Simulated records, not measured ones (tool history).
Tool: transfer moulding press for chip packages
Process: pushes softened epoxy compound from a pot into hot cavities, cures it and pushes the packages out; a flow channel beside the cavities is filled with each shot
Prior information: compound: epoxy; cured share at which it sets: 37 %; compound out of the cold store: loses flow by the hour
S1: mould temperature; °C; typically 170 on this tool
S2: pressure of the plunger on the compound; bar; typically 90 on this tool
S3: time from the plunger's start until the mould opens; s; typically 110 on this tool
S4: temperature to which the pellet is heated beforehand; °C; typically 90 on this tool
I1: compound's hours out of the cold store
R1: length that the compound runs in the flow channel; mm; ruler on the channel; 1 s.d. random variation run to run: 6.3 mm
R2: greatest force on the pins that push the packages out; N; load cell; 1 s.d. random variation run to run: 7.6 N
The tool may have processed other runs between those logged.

run	day	S1	S2	S3	S4	I1	R1	R2
1	0	170	90	110	90	35.9	589	485
2	0.388	170	90	110	90	33.8	600	536
3	0.95	170	90	110	90	42.7	607	358
4	1.129	171	90	110	90	21	674	386
5	1.45	171	90	110	90	18.6	699	432
6	1.8	171	90	110	90	25.4	671	465
7	2.171	171	90	110	90	11.8	721	512
8	2.646	171	90	110	90	45.3	604	320
9	3.042	171	90	110	90	17.9	689	397
10	3.446	170	90	112	90	10.5	734	464
11	3.667	166	90	110	90	32.5	655	571
12	4.062	176	90	110	82	45.7	586	426
13	4.275	176	90	110	82	44.8	600	434
14	4.679	176	68.2	123	82	11.5	611	291
15	4.946	170	68.2	123	97	13.6	614	356
16	5.183	170	68.2	123	97	10.8	623	387
17	5.429	170	68.2	123	97	32	563	407
18	5.775	170	68.2	123	97	23.6	577	428
19	6	170	77.2	110	84	37.4	580	507
20	6.412	176	90	110	90	32.7	615	475
21	6.683	166	76.9	93	93	16.2	652	624

Not shown here: 5 entries made in the log between runs. Locate each between two listed runs and compare the hidden state at the listed run before it with the hidden state at the listed run after it:
After run 2, before run 3: cavities cleaned with cleaning compound and waxed (day 0.55); plunger's sealing rings changed (day 0.858)
  true mould temperature over the reading, C: -0.24 -> -0.25; pressure that reaches the compound, % of what is set: 84.49 -> 99.21; grip of the stained cavities, % over clean ones': 71.6 -> 17.6
  what was measured, less what the result would be without the hidden state, R1: -52 -> -2 mm; R2: +227 -> +55 N
After run 7, before run 8: cavities cleaned with cleaning compound and waxed (day 2.604)
  true mould temperature over the reading, C: -0.28 -> -0.29; pressure that reaches the compound, % of what is set: 98.28 -> 97.95; grip of the stained cavities, % over clean ones': 64.5 -> 3.7
  what was measured, less what the result would be without the hidden state, R1: -6 -> -5 mm; R2: +204 -> +14 N
After run 13, before run 14: cavities cleaned with cleaning compound and waxed (day 4.571)
  true mould temperature over the reading, C: -0.32 -> -0.33; pressure that reaches the compound, % of what is set: 96.58 -> 96.31; grip of the stained cavities, % over clean ones': 70.8 -> 9.7
  what was measured, less what the result would be without the hidden state, R1: -10 -> -11 mm; R2: +182 -> +26 N
After run 20, before run 21: cavities cleaned with cleaning compound and waxed (day 6.521)
  true mould temperature over the reading, C: -0.37 -> -0.38; pressure that reaches the compound, % of what is set: 94.93 -> 94.78; grip of the stained cavities, % over clean ones': 75.5 -> 9
  what was measured, less what the result would be without the hidden state, R1: -15 -> -17 mm; R2: +205 -> +66 N

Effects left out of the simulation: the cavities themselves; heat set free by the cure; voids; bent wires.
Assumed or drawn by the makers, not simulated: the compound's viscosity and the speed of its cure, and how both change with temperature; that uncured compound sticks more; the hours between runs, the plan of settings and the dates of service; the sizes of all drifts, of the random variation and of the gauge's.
